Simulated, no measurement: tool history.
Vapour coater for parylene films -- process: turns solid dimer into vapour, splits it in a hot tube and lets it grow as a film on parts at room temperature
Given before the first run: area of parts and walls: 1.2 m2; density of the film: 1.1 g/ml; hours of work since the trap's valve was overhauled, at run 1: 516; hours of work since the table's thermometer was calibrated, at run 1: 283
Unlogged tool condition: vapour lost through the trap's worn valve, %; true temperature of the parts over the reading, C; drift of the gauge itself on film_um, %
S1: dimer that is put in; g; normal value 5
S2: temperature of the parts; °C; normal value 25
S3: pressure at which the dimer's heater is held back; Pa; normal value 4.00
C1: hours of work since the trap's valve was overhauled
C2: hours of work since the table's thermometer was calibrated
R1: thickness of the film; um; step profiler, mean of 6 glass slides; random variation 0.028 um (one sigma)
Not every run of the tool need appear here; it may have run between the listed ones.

run	hour	S1	S2	S3	C1	C2	R1
1	0.0	5	25	4.00	516	283	2.41
2	11.0	5	25	4.00	523	290	2.42
3	18.6	7	25	4.00	528	295	3.48
4	35.4	7	25	4.00	539	306	3.40
5	44.5	5	25	4.00	544	312	2.44
6	58.3	5	25	4.00	553	320	2.47
7	66.0	5	25	4.00	558	325	2.44
8	74.6	5	25	4.00	564	331	2.47
9	83.9	5	25	4.00	570	337	2.47
10	92.8	5	18	4.00	575	343	3.00
11	101.0	5	18	4.00	581	348	3.08
12	112.9	5	25	4.00	588	356	2.48
13	121.1	5	25	4.00	594	361	2.41
14	130.1	5	25	4.00	599	367	2.47
15	139.1	5	25	4.00	605	372	2.44
16	145.9	5	25	4.00	610	377	2.46
17	161.3	5	25	4.00	619	387	2.41
18	169.1	5	25	5.44	624	392	2.25
19	177.9	5	25	4.97	630	397	2.37
20	187.4	5	25	4.97	636	403	2.39
21	196.8	5	25	4.97	642	409	2.29
# hour 203.6: trap's valve overhauled
22	217.6	5	25	4.97	9	420	2.33
23	232.3	5	25	4.97	18	430	2.36
24	241.3	5	26	4.97	24	435	2.27
25	252.1	5	30	6.51	31	442	1.84
26	261.9	2	35	11.80	37	449	0.56
27	277.2	4	21	9.18	47	458	1.88

Run 28 comes next. What will it give?
28	291.0	5	30	4.00	56	467	?

Logged for run 28: R1 2.05 um.
Minus the tool's unlogged condition, the same run would have read R1 2.05 um.
